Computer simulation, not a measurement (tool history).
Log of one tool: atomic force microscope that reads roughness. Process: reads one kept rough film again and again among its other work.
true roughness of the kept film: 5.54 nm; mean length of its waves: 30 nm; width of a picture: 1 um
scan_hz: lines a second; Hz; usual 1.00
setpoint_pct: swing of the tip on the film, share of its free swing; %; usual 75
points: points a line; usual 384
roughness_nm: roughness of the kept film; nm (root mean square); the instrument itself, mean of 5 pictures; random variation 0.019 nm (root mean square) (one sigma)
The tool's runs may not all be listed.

run    hour  scan_hz  setpoint_pct  points  roughness_nm
  1     0.0     1.00            75     384         3.618
  2    30.2     1.00            75     384         3.251
  3    75.7     1.00            75     384         3.852
  4   106.4     1.00            75     384         3.474
  5   138.6     1.00            75     384         4.122
  6   182.4     1.00            75     384         3.445
  7   232.1     1.00            75     940         4.030
  8   273.4     1.00            75     384         3.435
  9   309.0     1.00            75     384         4.023
 10   370.6     1.00            75     384         4.450
 11   395.9     1.00            75     384         3.954
 12   455.8     1.00            75     384         4.304
 13   499.3     1.00            75     384         3.680
 14   535.4     1.00            75     384         4.474
 15   589.0     1.00            65     384         3.753
 16   632.1     1.00            65     384         4.329
 17   674.7     1.00            65     384         3.689
 18   702.4     1.00            65     384         4.574
 19   745.3     1.00            65     384         3.800
 20   780.1     1.00            65     384         4.670
 21   838.4     1.66            75     384         3.402
 22   883.7     1.66            75     384         3.900
 23   938.4     1.00            75     652         3.437
 24   997.3     1.00            75     652         3.795
 25  1043.8     1.00            75     652         4.331
 26  1095.2     0.94            75     652         3.545
 27  1143.4     1.80            88     507         3.459
 28  1175.5     1.80            88     507         3.102
 29  1230.1     1.21            79     384         3.930
 30  1257.4     3.31            74     802         3.199
 31  1317.8     1.81            62     314         4.037
 32  1379.8     1.10            64     820         4.557
 33  1433.2     1.10            64     820         3.738
 34  1488.7     0.79            66     458         4.124
 35  1533.4     0.79            66     458         3.487
 36  1584.0     0.79            66     458         3.928
 37  1618.5     0.79            66     458         3.500
 38  1660.4     0.79            66     458         4.087
 39  1697.5     0.75            75     844         3.554
 40  1738.7     0.75            75     844         4.122
 41  1782.0     0.75            58     577         3.632
 42  1808.5     0.75            58     577         4.482
 43  1834.8     0.75            56     258         4.010
 44  1862.4     0.75            56     258         3.616
 45  1905.6     1.00            75     377         4.102
 46  1949.2     2.20            75     384         3.230
 47  1977.1     2.20            65     384         4.231
 48  2003.7     0.87            57     429         4.026
 49  2038.2     0.53            57     429         3.593
 50  2067.4     0.93            90     429         3.924

Taken out of this log: 27 entries between the listed runs. Where each belongs, and how the hidden state differs across it:
Between runs 2 and 3: new tip fitted (hour 33.8)
  radius of the tip, nm: 23.1 -> 13.5; height scale over the true one, %: -0.22 -> -0.23
  measured less the result without the state, roughness_nm: -1.287 -> -0.719 nm (root mean square)
Between runs 4 and 5: new tip fitted (hour 116.2)
  radius of the tip, nm: 19.6 -> 9.7; height scale over the true one, %: -0.24 -> -0.25
  measured less the result without the state, roughness_nm: -1.108 -> -0.429 nm (root mean square)
Between runs 6 and 7: new tip fitted (hour 199.2)
  radius of the tip, nm: 19.6 -> 11.7; height scale over the true one, %: -0.26 -> -0.28
  measured less the result without the state, roughness_nm: -1.102 -> -0.599 nm (root mean square)
Between runs 8 and 9: new tip fitted (hour 282.4)
  radius of the tip, nm: 19.7 -> 11; height scale over the true one, %: -0.29 -> -0.3
  measured less the result without the state, roughness_nm: -1.105 -> -0.540 nm (root mean square)
Between runs 9 and 10: new tip fitted (hour 364.1)
  radius of the tip, nm: 11 -> 6.3; height scale over the true one, %: -0.3 -> -0.32
  measured less the result without the state, roughness_nm: -0.540 -> -0.136 nm (root mean square)
Between runs 11 and 12: new tip fitted (hour 447.2)
  radius of the tip, nm: 11.9 -> 7.1; height scale over the true one, %: -0.33 -> -0.35
  measured less the result without the state, roughness_nm: -0.611 -> -0.215 nm (root mean square)
Between runs 13 and 14: new tip fitted (hour 531.6)
  radius of the tip, nm: 15.6 -> 5.7; height scale over the true one, %: -0.37 -> -0.38
  measured less the result without the state, roughness_nm: -0.860 -> -0.086 nm (root mean square)
Between runs 15 and 16: new tip fitted (hour 612.9)
  radius of the tip, nm: 16.5 -> 9; height scale over the true one, %: -0.4 -> -0.41
  measured less the result without the state, roughness_nm: -0.954 -> -0.393 nm (root mean square)
Between runs 17 and 18: new tip fitted (hour 694.8)
  radius of the tip, nm: 17.8 -> 6.5
  measured less the result without the state, roughness_nm: -1.046 -> -0.165 nm (root mean square)
Between runs 19 and 20: new tip fitted (hour 780.1)
  radius of the tip, nm: 15.4 -> 5.2; height scale over the true one, %: -0.45 -> -0.46
  measured less the result without the state, roughness_nm: -0.879 -> -0.040 nm (root mean square)
Between runs 21 and 22: new tip fitted (hour 862.7)
  radius of the tip, nm: 17.4 -> 10; height scale over the true one, %: -0.48 -> -0.49
  measured less the result without the state, roughness_nm: -0.931 -> -0.448 nm (root mean square)
Between runs 23 and 24: new tip fitted (hour 948.4)
  radius of the tip, nm: 20.5 -> 14.5; height scale over the true one, %: -0.51 -> -0.53
  measured less the result without the state, roughness_nm: -1.174 -> -0.807 nm (root mean square)
Between runs 24 and 25: new tip fitted (hour 1031.7)
  radius of the tip, nm: 14.5 -> 7.6; height scale over the true one, %: -0.53 -> -0.55
  measured less the result without the state, roughness_nm: -0.807 -> -0.266 nm (root mean square)
Between runs 26 and 27: new tip fitted (hour 1115.5)
  radius of the tip, nm: 18.7 -> 10.6; height scale over the true one, %: -0.56 -> -0.58
  measured less the result without the state, roughness_nm: -1.080 -> -0.445 nm (root mean square)
Between runs 28 and 29: new tip fitted (hour 1202.4)
  radius of the tip, nm: 17.1 -> 10.5; height scale over the true one, %: -0.59 -> -0.61
  measured less the result without the state, roughness_nm: -0.837 -> -0.491 nm (root mean square)
Between runs 30 and 31: new tip fitted (hour 1288.5)
  radius of the tip, nm: 16.2 -> 10.8; height scale over the true one, %: -0.62 -> -0.64
  measured less the result without the state, roughness_nm: -0.803 -> -0.533 nm (root mean square)
Between runs 31 and 32: new tip fitted (hour 1373.7)
  radius of the tip, nm: 10.8 -> 6.5; height scale over the true one, %: -0.64 -> -0.66
  measured less the result without the state, roughness_nm: -0.533 -> -0.185 nm (root mean square)
Between runs 33 and 34: new tip fitted (hour 1457.2)
  radius of the tip, nm: 17.2 -> 11.7; height scale over the true one, %: -0.67 -> -0.69
  measured less the result without the state, roughness_nm: -1.018 -> -0.631 nm (root mean square)
Between runs 35 and 36: new tip fitted (hour 1539.7); height scale calibrated on a step standard (hour 1540.7)
  radius of the tip, nm: 21.1 -> 13.8; height scale over the true one, %: -0.71 -> -1.06
  measured less the result without the state, roughness_nm: -1.255 -> -0.799 nm (root mean square)
Between runs 37 and 38: new tip fitted (hour 1626.7)
  radius of the tip, nm: 20.9 -> 11.8; height scale over the true one, %: -1.07 -> -1.08
  measured less the result without the state, roughness_nm: -1.250 -> -0.652 nm (root mean square)
Between runs 39 and 40: new tip fitted (hour 1711.4)
  radius of the tip, nm: 18.7 -> 10.3; height scale over the true one, %: -1.1 -> -1.11
  measured less the result without the state, roughness_nm: -1.102 -> -0.528 nm (root mean square)
Between runs 41 and 42: new tip fitted (hour 1792.7)
  radius of the tip, nm: 19.5 -> 8.3; height scale over the true one, %: -1.12 -> -1.13
  measured less the result without the state, roughness_nm: -1.198 -> -0.372 nm (root mean square)
Between runs 44 and 45: new tip fitted (hour 1876.5); height scale calibrated on a step standard, once more (hour 1886.8)
  radius of the tip, nm: 19.3 -> 10.4; height scale over the true one, %: -1.15 -> 0.1
  measured less the result without the state, roughness_nm: -1.174 -> -0.478 nm (root mean square)
Between runs 46 and 47: new tip fitted (hour 1964.0)
  radius of the tip, nm: 18.9 -> 7.9; height scale over the true one, %: 0.09 -> 0.08
  measured less the result without the state, roughness_nm: -0.968 -> -0.260 nm (root mean square)
Between runs 49 and 50: new tip fitted (hour 2047.9)
  radius of the tip, nm: 21.2 -> 9.4; height scale over the true one, %: 0.06 -> 0.05
  measured less the result without the state, roughness_nm: -1.257 -> -0.371 nm (root mean square)

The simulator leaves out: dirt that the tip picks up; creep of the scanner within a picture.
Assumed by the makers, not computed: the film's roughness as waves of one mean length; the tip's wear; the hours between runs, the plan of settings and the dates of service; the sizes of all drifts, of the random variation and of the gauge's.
